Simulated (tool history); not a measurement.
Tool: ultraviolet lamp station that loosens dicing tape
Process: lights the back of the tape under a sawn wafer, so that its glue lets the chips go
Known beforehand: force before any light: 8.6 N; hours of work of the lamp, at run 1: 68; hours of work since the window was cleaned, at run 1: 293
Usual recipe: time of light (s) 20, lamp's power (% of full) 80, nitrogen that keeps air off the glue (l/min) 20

run	hour	time of light (s)	lamp's power (% of full)	nitrogen that keeps air off the glue (l/min)	hours of work of the lamp	hours of work since the window was cleaned	force that peels the tape off (N)	light that reached the tape (J/m2)
1	0.0	20	80	20	68	293	0.685	3690
2	6.5	20	80	20	73	298	0.666	3680
3	12.2	20	80	20	77	302	0.681	3710
4	18.2	20	80	20	82	307	0.702	3670
# hour 22.9: window cleaned of glue's vapour
5	26.6	20	80	20	88	3	0.554	4110
6	32.4	19	80	23	93	7	0.552	3930
7	38.3	10	78	20	97	12	2.030	2020
8	42.9	25	80	8	101	16	0.772	5170
9	49.7	10	80	20	106	21	1.939	2040
10	56.7	35	80	6	112	26	0.521	7120

Same runs, no hidden state in the tool, same run-to-run variation:
What the log doesn't record here: lamp's light, % of a new lamp's; light that the window lets through, % of a clean one's; drift of the gauge itself on peel_n, %; drift of the gauge itself on dose_mj_cm2, %.
run	force that peels the tape off (N)	light that reached the tape (J/m2)
1	0.506	4270
2	0.490	4270
3	0.498	4330
4	0.507	4290
5	0.507	4290
6	0.502	4120
7	1.893	2120
8	0.694	5450
9	1.788	2160
10	0.460	7560
